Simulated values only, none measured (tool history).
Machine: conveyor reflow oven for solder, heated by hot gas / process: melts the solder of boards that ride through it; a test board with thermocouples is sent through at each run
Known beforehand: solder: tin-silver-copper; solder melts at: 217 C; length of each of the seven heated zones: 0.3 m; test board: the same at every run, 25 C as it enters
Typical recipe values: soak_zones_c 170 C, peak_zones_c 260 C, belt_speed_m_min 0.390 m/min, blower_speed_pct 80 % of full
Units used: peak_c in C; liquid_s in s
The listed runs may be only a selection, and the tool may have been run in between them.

Run 1, hour 0.0: usual settings. Result: peak_c 249.2 C, liquid_s 68.0 s.
Run 2, hour 16.2: usual settings. Result: peak_c 249.0 C, liquid_s 67.7 s.
Run 3, hour 23.4: usual settings. Result: peak_c 248.7 C, liquid_s 67.3 s.
Run 4, hour 34.8: usual settings but belt_speed_m_min 0.429 m/min. Result: peak_c 247.1 C, liquid_s 58.6 s.
Run 5, hour 50.8: usual settings but belt_speed_m_min 0.425 m/min. Result: peak_c 246.3 C, liquid_s 58.2 s.
Run 6, hour 63.8: usual settings but belt_speed_m_min 0.425 m/min. Result: peak_c 246.8 C, liquid_s 60.1 s.
Run 7, hour 75.1: usual settings but soak_zones_c 185 C, blower_speed_pct 69 % of full. Result: peak_c 249.0 C, liquid_s 73.6 s.
Run 8, hour 87.4: usual settings but soak_zones_c 171 C, peak_zones_c 257 C, belt_speed_m_min 0.457 m/min, blower_speed_pct 57 % of full. Result: peak_c 237.8 C, liquid_s 41.9 s.
Run 9, hour 102.4: usual settings but soak_zones_c 171 C, peak_zones_c 257 C, belt_speed_m_min 0.457 m/min, blower_speed_pct 57 % of full. Result: peak_c 236.6 C, liquid_s 42.7 s.
Run 10, hour 114.8: usual settings but soak_zones_c 171 C, peak_zones_c 257 C, belt_speed_m_min 0.452 m/min, blower_speed_pct 57 % of full. Result: peak_c 236.7 C, liquid_s 43.3 s.

5 options for the next run, each taken on its own from the tool as it stands now. Forecast them:
Run A, hour 132.2: usual settings but soak_zones_c 171 C, blower_speed_pct 88 % of full. Result: peak_c ?, liquid_s ?.
Run B, hour 132.2: usual settings but soak_zones_c 171 C, peak_zones_c 257 C, belt_speed_m_min 0.312 m/min, blower_speed_pct 57 % of full. Result: peak_c ?, liquid_s ?.
Run C, hour 132.2: usual settings but soak_zones_c 182 C. Result: peak_c ?, liquid_s ?.
Run D, hour 132.2: usual settings but soak_zones_c 160 C. Result: peak_c ?, liquid_s ?.
Run E, hour 132.2: usual settings but soak_zones_c 181 C, peak_zones_c 268 C, blower_speed_pct 60 % of full. Result: peak_c ?, liquid_s ?.

run  peak_c  liquid_s
  A   250.2      68.8
  B   247.2      86.4
  C   249.7      74.3
  D   246.9      60.6
  E   254.1      74.8
With no hidden state in the tool, these same runs would have given:
run  peak_c  liquid_s
  A   252.4      70.7
  B   248.8      87.8
  C   251.6      75.7
  D   249.3      63.0
  E   256.0      75.8
